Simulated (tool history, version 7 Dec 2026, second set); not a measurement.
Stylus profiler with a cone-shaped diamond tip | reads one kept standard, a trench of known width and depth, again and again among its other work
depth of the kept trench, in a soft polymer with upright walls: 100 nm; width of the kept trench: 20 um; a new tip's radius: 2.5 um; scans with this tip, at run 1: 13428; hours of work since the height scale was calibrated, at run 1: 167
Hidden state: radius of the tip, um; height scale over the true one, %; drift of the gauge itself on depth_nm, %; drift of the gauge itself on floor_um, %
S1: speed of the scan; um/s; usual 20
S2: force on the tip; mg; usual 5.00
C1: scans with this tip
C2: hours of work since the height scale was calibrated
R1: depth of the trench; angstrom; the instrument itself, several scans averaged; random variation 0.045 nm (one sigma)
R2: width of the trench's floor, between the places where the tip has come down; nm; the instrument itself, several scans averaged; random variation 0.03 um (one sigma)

run     day  S1     S2     C1   C2      R1     R2
  1   0.000  20   5.00  13428  167  1025.3  18050
  2   1.800  20   5.00  13730  198  1024.1  18020
  3   3.625  20   5.00  14035  230  1025.2  17990
  4   5.550  20  10.84  14358  263  1042.6  18060
  5   8.012  20  10.84  14771  306  1042.5  18050
  6  10.054   8   2.38  15112  341  1014.0  18040
  7  11.433  20  12.69  15344  365  1047.0  18030
  8  12.738  11   9.97  15562  387  1040.6  18000
  9  14.021   9   2.76  15777  410  1014.8  18000
 10  16.879   5   2.83  16256  459  1015.3  17960

Hidden state or all else? Some run-to-run changes of R1, split into what the settings, what came in and random variation would give without the hidden state, and what is left for the hidden state (with any gauge scatter that isn't in both results):
Run 2 -> 3: no setting changed, nothing entered. R1 +1.1 angstrom: hidden state -0.3, all else +1.4.
Run 6 -> 7: S1 8 -> 20, S2 2.38 -> 12.69. R1 +33.0 angstrom: hidden state -0.1, all else +33.1.

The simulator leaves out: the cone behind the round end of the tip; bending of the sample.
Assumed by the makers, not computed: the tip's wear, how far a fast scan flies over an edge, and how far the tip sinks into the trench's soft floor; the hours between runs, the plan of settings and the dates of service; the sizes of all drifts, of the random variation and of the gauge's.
